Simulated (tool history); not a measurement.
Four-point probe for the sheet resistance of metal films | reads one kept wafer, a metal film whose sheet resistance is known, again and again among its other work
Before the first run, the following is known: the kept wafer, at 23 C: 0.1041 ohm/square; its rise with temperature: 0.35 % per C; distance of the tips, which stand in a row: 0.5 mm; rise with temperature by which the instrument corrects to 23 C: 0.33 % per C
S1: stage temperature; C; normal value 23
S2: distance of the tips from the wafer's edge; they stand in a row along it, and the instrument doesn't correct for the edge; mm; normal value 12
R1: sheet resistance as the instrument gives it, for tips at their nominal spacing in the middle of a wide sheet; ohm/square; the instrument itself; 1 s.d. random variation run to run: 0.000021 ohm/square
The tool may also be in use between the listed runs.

| run | day | S1 | S2 | R1 |
|---|---|---|---|---|
| 1 | 0 | 23 | 12 | 0.104229 |
| 2 | 3.404 | 23 | 12 | 0.104217 |
| 3 | 7.983 | 23 | 12 | 0.104225 |
| 4 | 11.729 | 23 | 12 | 0.104176 |
| 5 | 15.442 | 23 | 12 | 0.104236 |
| 6 | 18.188 | 23 | 12 | 0.104197 |
| 7 | 22.675 | 23 | 12 | 0.104232 |
| 8 | 27.754 | 23 | 12 | 0.104213 |
| 9 | 31.321 | 23 | 12 | 0.1042 |
| 10 | 35.325 | 23 | 12 | 0.10418 |
| 11 | 39.958 | 23 | 12 | 0.104194 |
| 12 | 44.996 | 28 | 12 | 0.104267 |
| 13 | 47.496 | 28 | 12 | 0.104257 |
| 14 | 51.338 | 28 | 12 | 0.104294 |
| 15 | 53.65 | 23 | 12 | 0.104169 |
| 16 | 58.858 | 28 | 12 | 0.10427 |
| 17 | 61.338 | 28 | 12 | 0.104258 |
| 18 | 66.092 | 23 | 12 | 0.104213 |
| 19 | 71.333 | 23 | 12 | 0.104178 |
| 20 | 75.575 | 30 | 12 | 0.104319 |
| 21 | 78.075 | 23 | 30 | 0.104116 |
| 22 | 82.271 | 23 | 30 | 0.104125 |
| 23 | 85.729 | 23 | 12 | 0.104195 |
| 24 | 88.942 | 27 | 12 | 0.104248 |
| 25 | 93.45 | 27 | 65 | 0.104142 |
| 26 | 97.354 | 27 | 65 | 0.10421 |
| 27 | 100.504 | 31 | 3 | 0.105816 |
| 28 | 104.479 | 23 | 43 | 0.104116 |
| 29 | 107.288 | 25 | 20 | 0.10416 |
| 30 | 111.229 | 24 | 29 | 0.104144 |
| 31 | 115.325 | 31 | 35 | 0.104219 |
| 32 | 117.692 | 31 | 25 | 0.104266 |
| 33 | 122.138 | 24 | 45 | 0.104138 |
| 34 | 124.429 | 24 | 45 | 0.104112 |
| 35 | 127.133 | 24 | 45 | 0.104156 |
| 36 | 129.421 | 24 | 45 | 0.104128 |
| 37 | 131.871 | 24 | 45 | 0.104163 |
| 38 | 135.467 | 24 | 45 | 0.104134 |
| 39 | 138.154 | 23 | 18 | 0.10416 |
| 40 | 142.979 | 23 | 18 | 0.104145 |
| 41 | 148.188 | 23 | 18 | 0.104166 |
| 42 | 150.725 | 28 | 24 | 0.104221 |
| 43 | 155.625 | 28 | 4 | 0.105076 |
| 44 | 159.779 | 34 | 5 | 0.104858 |
| 45 | 163.029 | 34 | 5 | 0.104877 |
| 46 | 165.496 | 22 | 49 | 0.104108 |

Taken out of this log: 1 entry between the listed runs. Where each belongs, and how the hidden state differs across it:
Run 38 -> run 39: stage's thermometer calibrated (day 138.004)
  wafer's true temperature over the reading, C: 0.01 -> 0
